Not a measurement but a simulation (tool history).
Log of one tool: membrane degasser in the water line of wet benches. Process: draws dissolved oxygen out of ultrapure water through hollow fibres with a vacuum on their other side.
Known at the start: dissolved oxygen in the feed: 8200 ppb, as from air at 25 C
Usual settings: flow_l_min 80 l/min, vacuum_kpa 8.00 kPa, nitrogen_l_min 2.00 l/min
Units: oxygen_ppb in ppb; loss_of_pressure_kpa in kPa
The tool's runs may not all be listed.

Run 1, hour 0.0: usual settings. Result: oxygen_ppb 509.4 ppb, loss_of_pressure_kpa 39.74 kPa.
Run 2, hour 152.4: usual settings. Result: oxygen_ppb 511.3 ppb, loss_of_pressure_kpa 39.48 kPa.
Run 3, hour 329.6: usual settings. Result: oxygen_ppb 512.0 ppb, loss_of_pressure_kpa 40.14 kPa.
Run 4, hour 533.1: usual settings but vacuum_kpa 18.58 kPa. Result: oxygen_ppb 1223.0 ppb, loss_of_pressure_kpa 39.84 kPa.
Run 5, hour 701.7: usual settings but vacuum_kpa 18.58 kPa. Result: oxygen_ppb 1245.3 ppb, loss_of_pressure_kpa 39.96 kPa.
Run 6, hour 887.3: usual settings but vacuum_kpa 18.58 kPa. Result: oxygen_ppb 1220.3 ppb, loss_of_pressure_kpa 39.28 kPa.
Run 7, hour 991.2: usual settings but vacuum_kpa 18.58 kPa. Result: oxygen_ppb 1229.3 ppb, loss_of_pressure_kpa 39.80 kPa.
Run 8, hour 1168.7: usual settings but vacuum_kpa 18.58 kPa. Result: oxygen_ppb 1225.4 ppb, loss_of_pressure_kpa 39.89 kPa.
Run 9, hour 1267.1: usual settings but flow_l_min 117 l/min, vacuum_kpa 18.58 kPa. Result: oxygen_ppb 1721.5 ppb, loss_of_pressure_kpa 58.27 kPa.
Run 10, hour 1372.9: usual settings. Result: oxygen_ppb 522.3 ppb, loss_of_pressure_kpa 39.68 kPa.
Run 11, hour 1495.6: usual settings. Result: oxygen_ppb 515.8 ppb, loss_of_pressure_kpa 39.86 kPa.
Run 12, hour 1701.9: usual settings. Result: oxygen_ppb 528.3 ppb, loss_of_pressure_kpa 39.88 kPa.
Run 13, hour 1868.1: usual settings. Result: oxygen_ppb 522.5 ppb, loss_of_pressure_kpa 40.22 kPa.
Run 14, hour 2018.3: usual settings but flow_l_min 56 l/min. Result: oxygen_ppb 329.0 ppb, loss_of_pressure_kpa 28.24 kPa.
Run 15, hour 2175.7: usual settings but flow_l_min 56 l/min. Result: oxygen_ppb 328.5 ppb, loss_of_pressure_kpa 28.18 kPa.
At hour 2231.3: vacuum gauge calibrated.
Run 16, hour 2349.2: usual settings. Result: oxygen_ppb 509.6 ppb, loss_of_pressure_kpa 40.27 kPa.
Run 17, hour 2496.6: usual settings but flow_l_min 100 l/min. Result: oxygen_ppb 686.0 ppb, loss_of_pressure_kpa 49.79 kPa.
Run 18, hour 2657.0: usual settings but flow_l_min 102 l/min, vacuum_kpa 8.40 kPa, nitrogen_l_min 4.99 l/min. Result: oxygen_ppb 519.4 ppb, loss_of_pressure_kpa 51.45 kPa.
Run 19, hour 2750.5: usual settings but flow_l_min 102 l/min, vacuum_kpa 8.40 kPa, nitrogen_l_min 4.99 l/min. Result: oxygen_ppb 520.5 ppb, loss_of_pressure_kpa 51.58 kPa.
Run 20, hour 2957.4: usual settings but flow_l_min 93 l/min, vacuum_kpa 5.14 kPa, nitrogen_l_min 5.36 l/min. Result: oxygen_ppb 301.0 ppb, loss_of_pressure_kpa 46.84 kPa.

The next listed run, before its measurement:
Run 21, hour 3050.2: usual settings but flow_l_min 77 l/min, vacuum_kpa 8.29 kPa. Result: oxygen_ppb ?, loss_of_pressure_kpa ?.

{"run 21": {"oxygen_ppb": 497.3, "loss_of_pressure_kpa": 38.58}}
Without the tool's hidden state the same run would have given oxygen_ppb 480.8 ppb, loss_of_pressure_kpa 37.33 kPa.

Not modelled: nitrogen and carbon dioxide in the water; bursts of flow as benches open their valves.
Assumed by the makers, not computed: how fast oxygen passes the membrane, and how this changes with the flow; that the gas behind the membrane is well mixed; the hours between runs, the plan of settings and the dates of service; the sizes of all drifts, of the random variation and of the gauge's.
